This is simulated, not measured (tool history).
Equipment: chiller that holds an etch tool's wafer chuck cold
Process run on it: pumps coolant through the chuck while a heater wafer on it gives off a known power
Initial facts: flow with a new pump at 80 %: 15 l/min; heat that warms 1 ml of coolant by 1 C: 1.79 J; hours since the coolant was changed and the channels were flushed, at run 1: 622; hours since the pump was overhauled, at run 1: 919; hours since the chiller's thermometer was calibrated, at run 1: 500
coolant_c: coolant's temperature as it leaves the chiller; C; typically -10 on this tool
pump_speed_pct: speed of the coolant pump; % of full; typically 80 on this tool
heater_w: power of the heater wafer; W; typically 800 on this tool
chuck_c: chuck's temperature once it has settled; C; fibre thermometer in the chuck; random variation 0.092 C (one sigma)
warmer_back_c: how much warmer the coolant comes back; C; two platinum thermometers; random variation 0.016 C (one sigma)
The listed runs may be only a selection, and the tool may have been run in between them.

| run | hour | coolant_c | pump_speed_pct | heater_w | hours since the coolant was changed and the channels were flushed | hours since the pump was overhauled | hours since the chiller's thermometer was calibrated | chuck_c | warmer_back_c |
|---|---|---|---|---|---|---|---|---|---|
| 1 | 0.0 | -10 | 80 | 800 | 622 | 919 | 500 | -4.50 | 1.79 |
| 2 | 31.7 | -10 | 80 | 800 | 653 | 951 | 532 | -4.54 | 1.80 |
| 3 | 64.4 | -10 | 80 | 800 | 686 | 983 | 565 | -4.67 | 1.79 |
| 4 | 105.9 | -10 | 80 | 800 | 728 | 1025 | 606 | -4.49 | 1.81 |
| 5 | 166.8 | -10 | 80 | 800 | 788 | 1086 | 667 | -4.55 | 1.77 |
| 6 | 228.6 | -10 | 80 | 800 | 850 | 1148 | 729 | -4.58 | 1.81 |
| 7 | 269.1 | -10 | 80 | 805 | 891 | 1188 | 769 | -4.50 | 1.80 |
| 8 | 309.2 | -10 | 80 | 800 | 931 | 1228 | 809 | -4.56 | 1.83 |
| 9 | 370.4 | -10 | 80 | 800 | 992 | 1289 | 871 | -4.33 | 1.80 |
| 10 | 436.3 | -10 | 80 | 800 | 1058 | 1355 | 936 | -4.58 | 1.79 |
| 11 | 474.4 | -10 | 80 | 800 | 1096 | 1393 | 975 | -4.56 | 1.78 |
| 12 | 512.1 | -20 | 86 | 617 | 1134 | 1431 | 1012 | -15.92 | 1.32 |
| 13 | 549.0 | 0 | 65 | 617 | 1171 | 1468 | 1049 | 5.17 | 1.71 |
| 14 | 588.2 | 0 | 65 | 617 | 1210 | 1507 | 1088 | 5.11 | 1.72 |
| 15 | 623.4 | -10 | 77 | 800 | 1245 | 1542 | 1124 | -4.34 | 1.90 |
| 16 | 654.9 | -4 | 62 | 840 | 1277 | 1574 | 1155 | 3.12 | 2.47 |
| 17 | 696.2 | -4 | 62 | 840 | 1318 | 1615 | 1196 | 3.28 | 2.44 |
| 18 | 726.2 | -4 | 62 | 840 | 1348 | 1645 | 1226 | 3.13 | 2.44 |
| 19 | 756.8 | -4 | 62 | 840 | 1379 | 1676 | 1257 | 3.22 | 2.44 |
| 20 | 808.3 | -11 | 74 | 558 | 1430 | 1727 | 1308 | -6.84 | 1.35 |
| 21 | 854.4 | -11 | 74 | 558 | 1476 | 1773 | 1355 | -6.87 | 1.37 |
| 22 | 896.0 | -4 | 86 | 991 | 1518 | 1815 | 1396 | 2.46 | 2.10 |

Each row is a separate what-if for the run after 22, all from the same tool condition, not one after another. Results?
| A | 924.0 | -8 | 61 | 440 | 1546 | 1843 | 1424 | ? | ? |
| B | 924.0 | -8 | 80 | 800 | 1546 | 1843 | 1424 | ? | ? |
| C | 924.0 | -4 | 75 | 991 | 1546 | 1843 | 1424 | ? | ? |

| run | chuck_c | warmer_back_c |
|---|---|---|
| A | -4.09 | 1.32 |
| B | -2.36 | 1.81 |
| C | 3.29 | 2.39 |
Take away the tool's hidden state, keep each run's random variation, and the runs would have read:
| run | chuck_c | warmer_back_c |
|---|---|---|
| A | -4.30 | 1.30 |
| B | -2.62 | 1.78 |
| C | 2.97 | 2.35 |
